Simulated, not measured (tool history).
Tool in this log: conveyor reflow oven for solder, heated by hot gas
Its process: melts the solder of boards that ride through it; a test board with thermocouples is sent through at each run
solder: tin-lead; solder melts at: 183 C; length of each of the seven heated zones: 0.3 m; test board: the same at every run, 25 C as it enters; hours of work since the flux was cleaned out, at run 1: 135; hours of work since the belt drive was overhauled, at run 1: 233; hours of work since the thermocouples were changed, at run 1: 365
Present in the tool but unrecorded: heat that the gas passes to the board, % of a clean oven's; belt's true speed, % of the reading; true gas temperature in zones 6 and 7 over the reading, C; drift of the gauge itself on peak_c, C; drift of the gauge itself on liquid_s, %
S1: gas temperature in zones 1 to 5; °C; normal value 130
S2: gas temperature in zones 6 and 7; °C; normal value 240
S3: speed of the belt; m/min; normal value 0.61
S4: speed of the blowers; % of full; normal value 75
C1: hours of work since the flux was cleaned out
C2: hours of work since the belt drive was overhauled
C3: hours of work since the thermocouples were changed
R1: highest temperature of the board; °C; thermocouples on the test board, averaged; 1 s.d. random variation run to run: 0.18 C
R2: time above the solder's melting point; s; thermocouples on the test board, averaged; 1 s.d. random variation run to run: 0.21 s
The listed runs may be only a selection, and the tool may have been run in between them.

Run 1, day 0: usual settings; C1 135; C2 233; C3 365. Result: R1 221.8 °C, R2 45 s.
Run 2, day 1.8: usual settings but S1 123 °C; C1 162; C2 260; C3 392. Result: R1 220.3 °C, R2 42.2 s.
Run 3, day 2.996: usual settings but S1 123 °C; C1 180; C2 277; C3 409. Result: R1 220.3 °C, R2 42.3 s.
At day 4.354: flux residue cleaned out of gas plates and filters.
Run 4, day 4.492: usual settings but S1 123 °C; C1 2; C2 297; C3 429. Result: R1 222.3 °C, R2 43.8 s.
Run 5, day 6.746: usual settings; C1 36; C2 331; C3 462. Result: R1 223 °C, R2 45.6 s.
Run 6, day 8.542: usual settings; C1 63; C2 357; C3 489. Result: R1 222.8 °C, R2 45.4 s.
Run 7, day 10.617: usual settings; C1 94; C2 389; C3 521. Result: R1 222.6 °C, R2 45.2 s.
Run 8, day 12.846: usual settings; C1 127; C2 422; C3 554. Result: R1 222.3 °C, R2 45.4 s.
Run 9, day 14.412: usual settings; C1 151; C2 445; C3 577. Result: R1 222.2 °C, R2 45.1 s.
Run 10, day 16.95: usual settings; C1 189; C2 483; C3 615. Result: R1 221.7 °C, R2 45.1 s.
At day 17.8: flux residue cleaned out of gas plates and filters.
Run 11, day 19.808: usual settings; C1 30; C2 523; C3 655. Result: R1 223.4 °C, R2 46.4 s.
Run 12, day 20.942: usual settings; C1 47; C2 540; C3 672. Result: R1 223.5 °C, R2 46.2 s.
At day 21.267: belt drive overhauled, speed set with a stopwatch.
Run 13, day 23: usual settings; C1 75; C2 26; C3 701. Result: R1 223.1 °C, R2 46.4 s.
Run 14, day 25.025: usual settings; C1 106; C2 56; C3 731. Result: R1 223.3 °C, R2 46 s.
Run 15, day 26.562: usual settings but S1 137 °C, S2 251 °C, S3 0.511 m/min, S4 68 % of full; C1 129; C2 79; C3 754. Result: R1 238.7 °C, R2 65 s.
Run 16, day 28.538: usual settings but S1 137 °C, S2 251 °C, S3 0.511 m/min, S4 68 % of full; C1 158; C2 109; C3 783. Result: R1 238.1 °C, R2 64.8 s.
Run 17, day 29.7: usual settings but S2 235 °C, S3 0.625 m/min; C1 176; C2 126; C3 801. Result: R1 217.5 °C, R2 41.5 s.
Run 18, day 30.808: usual settings but S1 117 °C, S2 237 °C, S3 0.541 m/min, S4 77 % of full; C1 192; C2 143; C3 818. Result: R1 222.6 °C, R2 48.8 s.
At day 31.25: flux residue cleaned out of gas plates and filters.
At day 31.788: belt drive overhauled, speed set with a stopwatch, once more.
Run 19, day 32.462: usual settings but S2 251 °C, S3 0.57 m/min; C1 16; C2 10; C3 837. Result: R1 235.3 °C, R2 54.5 s.
At day 33.217: thermocouples of zones 6 and 7 changed.
Run 20, day 34.058: usual settings but S1 143 °C, S3 0.716 m/min, S4 73 % of full; C1 38; C2 33; C3 13. Result: R1 218.5 °C, R2 38.7 s.
Run 21, day 36.117: usual settings but S1 143 °C, S3 0.716 m/min, S4 73 % of full; C1 69; C2 64; C3 43. Result: R1 218 °C, R2 39 s.
Run 22, day 38.729: usual settings but S1 143 °C, S3 0.716 m/min, S4 73 % of full; C1 108; C2 103; C3 83. Result: R1 217.9 °C, R2 38.3 s.
Run 23, day 41.371: usual settings but S1 143 °C, S3 0.716 m/min, S4 73 % of full; C1 148; C2 142; C3 122. Result: R1 217.4 °C, R2 38 s.

How the hidden state differs across the entries between the runs, from the last listed run before each to the first after it:
Between runs 3 and 4: flux residue cleaned out of gas plates and filters (day 4.354)
  heat that the gas passes to the board, % of a clean oven's: 94.2 -> 99.3; belt's true speed, % of the reading: 99.44 -> 99.4; true gas temperature in zones 6 and 7 over the reading, C: 0.78 -> 0.81
  what was measured, less what the result would be without the hidden state, R1: -1 -> +0.7 °C; R2: -0.5 -> +0.7 s
Between runs 10 and 11: flux residue cleaned out of gas plates and filters (day 17.8)
  heat that the gas passes to the board, % of a clean oven's: 94.3 -> 99.2; belt's true speed, % of the reading: 99.02 -> 98.95; true gas temperature in zones 6 and 7 over the reading, C: 1.1 -> 1.16
  what was measured, less what the result would be without the hidden state, R1: -0.5 -> +1.1 °C; R2: +0.1 -> +1.1 s
Between runs 12 and 13: belt drive overhauled, speed set with a stopwatch (day 21.267)
  heat that the gas passes to the board, % of a clean oven's: 98.8 -> 98.1; belt's true speed, % of the reading: 98.91 -> 98.73; true gas temperature in zones 6 and 7 over the reading, C: 1.18 -> 1.23
  what was measured, less what the result would be without the hidden state, R1: +1.1 -> +1 °C; R2: +1.1 -> +1 s
Between runs 18 and 19: flux residue cleaned out of gas plates and filters (day 31.25); belt drive overhauled, speed set with a stopwatch, once more (day 31.788)
  heat that the gas passes to the board, % of a clean oven's: 95 -> 98.1; belt's true speed, % of the reading: 98.5 -> 99.84; true gas temperature in zones 6 and 7 over the reading, C: 1.42 -> 1.45
  what was measured, less what the result would be without the hidden state, R1: +0.3 -> +0.8 °C; R2: +0.7 -> +0.4 s
Between runs 19 and 20: thermocouples of zones 6 and 7 changed (day 33.217)
  heat that the gas passes to the board, % of a clean oven's: 98.1 -> 97.5; belt's true speed, % of the reading: 99.84 -> 99.79; true gas temperature in zones 6 and 7 over the reading, C: 1.45 -> 0.12
  what was measured, less what the result would be without the hidden state, R1: +0.8 -> -0.6 °C; R2: +0.4 -> -0.3 s
